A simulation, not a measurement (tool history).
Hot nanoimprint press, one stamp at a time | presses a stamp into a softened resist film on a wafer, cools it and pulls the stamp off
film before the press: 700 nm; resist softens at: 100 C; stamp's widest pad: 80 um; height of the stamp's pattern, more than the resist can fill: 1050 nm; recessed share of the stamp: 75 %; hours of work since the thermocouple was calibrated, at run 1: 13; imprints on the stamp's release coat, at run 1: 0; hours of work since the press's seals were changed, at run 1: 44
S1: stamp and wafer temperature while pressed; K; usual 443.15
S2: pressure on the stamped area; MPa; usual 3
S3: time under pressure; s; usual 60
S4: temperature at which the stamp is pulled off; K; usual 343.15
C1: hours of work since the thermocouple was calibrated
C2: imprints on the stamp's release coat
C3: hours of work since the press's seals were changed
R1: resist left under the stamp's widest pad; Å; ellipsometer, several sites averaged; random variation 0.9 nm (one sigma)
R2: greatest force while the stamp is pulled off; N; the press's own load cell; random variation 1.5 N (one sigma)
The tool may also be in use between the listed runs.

Run 1, hour 0: usual settings; C1 13; C2 0; C3 44. Result: R1 3879 Å, R2 93 N.
Run 2, hour 86.1: usual settings; C1 48; C2 150; C3 79. Result: R1 3872 Å, R2 102 N.
Run 3, hour 184.8: usual settings; C1 87; C2 321; C3 119. Result: R1 3868 Å, R2 106 N.
Run 4, hour 270.5: usual settings; C1 122; C2 471; C3 154. Result: R1 3840 Å, R2 112 N.
At hour 324.9: stamp cleaned and given a new release coat.
Run 5, hour 349.6: usual settings but S2 1.86 MPa; C1 152; C2 43; C3 183. Result: R1 4496 Å, R2 96 N.
Run 6, hour 421: usual settings but S2 1.86 MPa; C1 180; C2 167; C3 212. Result: R1 4499 Å, R2 100 N.
Run 7, hour 488.1: usual settings but S2 3.96 MPa; C1 208; C2 284; C3 239. Result: R1 3454 Å, R2 104 N.
Run 8, hour 584.4: usual settings; C1 246; C2 452; C3 278. Result: R1 3822 Å, R2 108 N.
At hour 646.3: stamp cleaned and given a new release coat.
Run 9, hour 651.5: usual settings; C1 271; C2 9; C3 303. Result: R1 3800 Å, R2 94 N.
At hour 742.5: plate thermocouple calibrated.
Run 10, hour 756.9: usual settings but S3 47 s; C1 6; C2 187; C3 344. Result: R1 4056 Å, R2 99 N.
Run 11, hour 858.5: usual settings but S3 47 s; C1 47; C2 364; C3 385. Result: R1 4037 Å, R2 107 N.
Run 12, hour 943.4: usual settings but S3 47 s; C1 81; C2 511; C3 419. Result: R1 4006 Å, R2 113 N.
At hour 971: stamp cleaned and given a new release coat.
Run 13, hour 1019.7: usual settings but S3 47 s; C1 110; C2 85; C3 448. Result: R1 4041 Å, R2 98 N.
At hour 1043.2: plate thermocouple calibrated, once more.
Run 14, hour 1104.4: usual settings; C1 25; C2 227; C3 481. Result: R1 3937 Å, R2 104 N.
Run 15, hour 1189.1: usual settings; C1 59; C2 375; C3 515. Result: R1 3916 Å, R2 112 N.
Run 16, hour 1258.2: usual settings; C1 87; C2 495; C3 543. Result: R1 3920 Å, R2 112 N.
At hour 1298.8: stamp cleaned and given a new release coat.
Run 17, hour 1328: usual settings but S1 451.15 K, S2 3.84 MPa, S3 39 s; C1 113; C2 51; C3 569. Result: R1 2780 Å, R2 97 N.
Run 18, hour 1386.6: usual settings but S1 451.15 K, S2 3.84 MPa, S3 39 s; C1 136; C2 153; C3 592. Result: R1 2770 Å, R2 101 N.
Run 19, hour 1464.7: usual settings but S1 451.15 K, S2 3.84 MPa, S3 39 s; C1 168; C2 289; C3 624. Result: R1 2770 Å, R2 104 N.

Run 20 comes next. What will it give?
Run 20, hour 1566.2: usual settings but S1 451.15 K, S2 3.84 MPa, S3 39 s; C1 209; C2 465; C3 665. Result: R1 ?, R2 ?.

{"run 20": {"R1": 2757, "R2": 110}}
Without the tool's hidden state the same run would have given R1 2764 Å, R2 94 N.
